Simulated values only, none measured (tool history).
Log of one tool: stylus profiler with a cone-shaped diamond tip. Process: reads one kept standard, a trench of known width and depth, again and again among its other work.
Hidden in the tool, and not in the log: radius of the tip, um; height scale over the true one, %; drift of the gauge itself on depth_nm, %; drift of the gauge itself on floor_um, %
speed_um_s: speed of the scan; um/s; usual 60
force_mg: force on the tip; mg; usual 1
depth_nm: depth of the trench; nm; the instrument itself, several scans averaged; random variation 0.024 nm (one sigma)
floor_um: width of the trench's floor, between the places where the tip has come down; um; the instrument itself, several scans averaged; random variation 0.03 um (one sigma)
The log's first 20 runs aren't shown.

run,hour,speed_um_s,force_mg,scans with this tip,hours of work since the height scale was calibrated,depth_nm,floor_um
# hour 1344.4: height scale calibrated on a step standard
21,1346.4,60,1.04,21660,1,100.57,27.54
22,1419.7,26,1,22071,37,100.57,27.81
23,1468.8,26,1,22347,60,100.59,27.83
24,1539.9,60,1,22746,95,100.59,27.52
25,1636.9,60,1,23289,142,100.59,27.52
26,1721.1,46,1.43,23762,183,100.77,27.75
27,1805.9,23,0.63,24237,224,100.46,27.8
28,1895.8,82,0.4,24741,268,100.35,26.81
29,1976.1,208,2.7,25192,307,101.2,26.79
30,2064.8,170,2.68,25689,350,101.19,27.01

The next listed run, before its measurement:
31,2151.3,170,2.68,26175,392,?,?

{"run 31": {"depth_nm": 101.14, "floor_um": 26.98}}
Without the tool's hidden state the same run would have given depth_nm 101.06 nm, floor_um 27.52 um.
